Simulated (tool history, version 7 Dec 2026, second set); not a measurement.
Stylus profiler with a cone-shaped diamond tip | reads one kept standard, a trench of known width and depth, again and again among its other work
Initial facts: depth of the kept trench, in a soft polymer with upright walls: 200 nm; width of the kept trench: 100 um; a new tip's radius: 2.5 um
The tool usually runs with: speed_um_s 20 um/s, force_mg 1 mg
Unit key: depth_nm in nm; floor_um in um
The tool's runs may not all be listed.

run   hour  speed_um_s  force_mg  depth_nm  floor_um
  1      0          20         1    201.65     97.49
  2   17.2          20         1    201.33     97.43
  3   50.1          20         1    201.47     97.41
  4   82.8          18         1    201.39     97.47
  5  110.8          18         1     201.5     97.43
  6  135.1          20      2.26     202.3     97.51
  7  165.8          20      2.26    202.04     97.43
     168.3  -- height scale calibrated on a step standard
  8  181.2           6      1.39    201.84     97.55
  9  205.8           6      1.39     201.8     97.59
       223  -- height scale calibrated on a step standard, once more
 10  233.5           6      1.39    201.25     97.48
 11  256.6           6      1.39    201.51     97.49
 12  278.1          32      1.72    201.76     97.39
 13  291.4          32      1.72    201.63     97.35
 14  310.2          32      1.72    201.64     97.39

Branching from run 14: 3 alternative next runs. What would each branch give?
  A  340.8          21      1.72         ?         ?
  B  340.8          20      1.56         ?         ?
  C  340.8          53      0.83         ?         ?

run  depth_nm  floor_um
  A    201.69     97.38
  B    201.59     97.45
  C    201.02     97.03
With no hidden state in the tool, these same runs would have given:
run  depth_nm  floor_um
  A     201.6     97.88
  B     201.5     97.95
  C    200.93     97.54
